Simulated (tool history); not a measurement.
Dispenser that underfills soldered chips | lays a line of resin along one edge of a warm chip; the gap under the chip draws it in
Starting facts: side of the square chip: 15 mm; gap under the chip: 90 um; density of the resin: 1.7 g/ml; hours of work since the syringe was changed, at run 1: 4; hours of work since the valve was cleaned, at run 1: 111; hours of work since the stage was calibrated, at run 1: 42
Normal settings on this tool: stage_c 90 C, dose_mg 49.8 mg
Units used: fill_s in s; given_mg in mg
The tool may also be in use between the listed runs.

run   hour  stage_c  dose_mg  hours of work since the syringe was changed  hours of work since the valve was cleaned  hours of work since the stage was calibrated  fill_s  given_mg
  1    0.0       90     49.8                                            4                                        111                                            42   223.4     47.26
       1.4  -- dispensing valve cleaned and set on the balance
  2    4.0       90     49.8                                            6                                          2                                            44   235.5     49.92
       5.1  -- new syringe of resin
  3    9.2       90     49.8                                            2                                          4                                            47   209.5     49.61
  4   13.5       90     49.8                                            5                                          7                                            49   227.8     49.83
      16.7  -- new syringe of resin
  5   17.3       90     49.8                                            0                                          9                                            52   201.2     49.64
  6   19.8       85     49.8                                            2                                         11                                            53   261.0     49.66
  7   22.2       94     49.8                                            3                                         12                                            54   188.2     49.83
  8   25.8      102     49.8                                            5                                         14                                            57   148.0     49.68
      28.4  -- new syringe of resin
  9   30.8      102     49.8                                            1                                         17                                            59   127.2     50.00
 10   32.8      102     49.8                                            3                                         18                                            61   129.9     49.46
 11   35.4       79     49.8                                            4                                         20                                            62   356.0     49.60
 12   37.4       90     47.8                                            5                                         21                                            63   231.2     47.23
      40.0  -- new syringe of resin
 13   41.7       90     47.8                                            1                                         24                                            66   207.6     47.59
 14   44.0       90     49.8                                            2                                         25                                            67   215.9     49.32
 15   48.9       90     49.8                                            5                                         28                                            70   235.3     49.33
      51.5  -- new syringe of resin
 16   53.3       90     49.8                                            1                                         30                                            73   201.4     49.31
 17   57.2       90     49.8                                            3                                         33                                            75   214.5     49.02
 18   60.2       90     49.8                                            5                                         34                                            77   230.3     48.65
      63.2  -- new syringe of resin
 19   65.4       76     49.1                                            1                                         37                                            80   373.6     48.22
 20   69.6      101     43.7                                            4                                         40                                            82   145.2     43.07
 21   72.1      103     44.4                                            5                                         41                                            84   143.2     43.53
      75.1  -- new syringe of resin
 22   77.3      100     63.4                                            1                                         44                                            87   134.1     62.07
 23   81.4      100     63.4                                            4                                         47                                            89   145.0     62.56
 24   83.8       97     42.5                                            5                                         48                                            91   185.2     41.59
      86.8  -- new syringe of resin
 25   88.3       85     49.8                                            1                                         51                                            93   253.4     48.53
 26   92.1       85     42.9                                            3                                         53                                            95   289.2     41.79
 27   95.4       82     61.2                                            5                                         55                                            97   324.5     59.89
      98.4  -- new syringe of resin
 28   98.5       82     61.2                                            0                                         57                                            99   274.8     59.87
 29  102.8       84     44.2                                            3                                         59                                           102   283.6     43.28
 30  105.0       93     49.8                                            4                                         61                                           103   199.5     48.68
 31  108.3       93     49.8                                            6                                         63                                           105   212.9     48.57
     110.2  -- new syringe of resin
 32  113.3       93     49.8                                            2                                         65                                           108   188.5     48.32
 33  117.4       93     49.8                                            4                                         68                                           110   204.2     48.37
     121.9  -- new syringe of resin
 34  122.7       88     48.5                                            0                                         71                                           113   225.7     47.09
 35  126.3       88     61.5                                            3                                         73                                           115   233.4     59.48
 36  130.3      100     61.4                                            5                                         75                                           118   153.4     59.52

Some steps in fill_s, run to run, broken into two amounts with sign: the step expected even without the hidden condition (settings, incoming material, random variation), and the rest, left for the hidden condition together with whatever gauge scatter is not in both the measured and the hidden-condition-free result:
Hidden state present: resin's viscosity, % of fresh resin's; dose that the valve gives, % of what is set; true chip temperature over the reading, C; drift of the gauge itself on fill_s, %; drift of the gauge itself on given_mg, %.
Run 10 -> 11: stage_c 102 -> 79. fill_s +226.1 s: hidden state +32.2, all else +193.9.
Run 15 -> 16: new syringe of resin. fill_s -33.9 s: hidden state -34.8, all else +0.9.
Run 18 -> 19: stage_c 90 -> 76, dose_mg 49.8 -> 49.1, new syringe of resin. fill_s +143.3 s: hidden state -16.3, all else +159.6.
Run 19 -> 20: stage_c 76 -> 101, dose_mg 49.1 -> 43.7. fill_s -228.4 s: hidden state +0.7, all else -229.1.
Run 27 -> 28: new syringe of resin. fill_s -49.7 s: hidden state -51.0, all else +1.3.
